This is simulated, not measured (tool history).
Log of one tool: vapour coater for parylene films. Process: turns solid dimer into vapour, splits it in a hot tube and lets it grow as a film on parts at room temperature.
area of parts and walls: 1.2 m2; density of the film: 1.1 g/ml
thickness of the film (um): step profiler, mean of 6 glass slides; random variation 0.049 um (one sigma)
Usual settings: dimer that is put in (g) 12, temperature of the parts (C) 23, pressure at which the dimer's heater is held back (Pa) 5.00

run,hour,dimer that is put in (g),temperature of the parts (C),pressure at which the dimer's heater is held back (Pa),thickness of the film (um)
1,0.0,12,23,5.00,5.53
2,17.7,18,23,5.00,8.21
3,32.4,18,23,5.00,8.09
4,51.4,12,23,5.00,5.38
5,70.5,12,23,5.00,5.38
6,81.6,12,23,4.49,5.40
7,100.6,12,23,5.00,5.35
8,119.4,12,23,5.00,5.32
9,138.2,12,23,5.00,5.25
10,149.6,8,23,5.00,3.47
11,163.2,12,23,5.00,5.26
12,173.1,7,23,5.00,3.07
13,181.3,12,23,2.52,5.54
14,194.4,12,23,2.52,5.50
15,213.5,14,23,5.00,5.96
16,231.0,22,23,2.00,10.16
17,239.7,12,23,3.65,5.17
18,249.6,7,17,4.07,3.71
19,266.1,11,17,4.07,5.78
20,286.2,11,17,4.07,5.77
21,295.1,12,20,5.00,5.60
22,311.5,22,23,7.64,8.67
23,327.0,22,23,7.64,8.54
24,346.5,10,23,7.64,3.95
25,359.8,14,23,5.87,5.63
26,368.1,12,35,5.87,3.06
27,383.6,12,23,9.76,4.48
# hour 397.3: trap's valve overhauled
28,405.3,9,24,8.58,3.74
29,414.2,9,24,8.58,3.76

Forecast each of these 4 alternatives for the next run:
A,433.6,5,30,3.76,?
B,433.6,12,33,5.00,?
C,433.6,12,23,4.74,?
D,433.6,15,19,10.30,?

run,thickness of the film (um)
A,1.85
B,3.81
C,5.57
D,7.33
Without the tool's hidden state the same runs would have given:
run,thickness of the film (um)
A,1.88
B,3.88
C,5.68
D,7.46

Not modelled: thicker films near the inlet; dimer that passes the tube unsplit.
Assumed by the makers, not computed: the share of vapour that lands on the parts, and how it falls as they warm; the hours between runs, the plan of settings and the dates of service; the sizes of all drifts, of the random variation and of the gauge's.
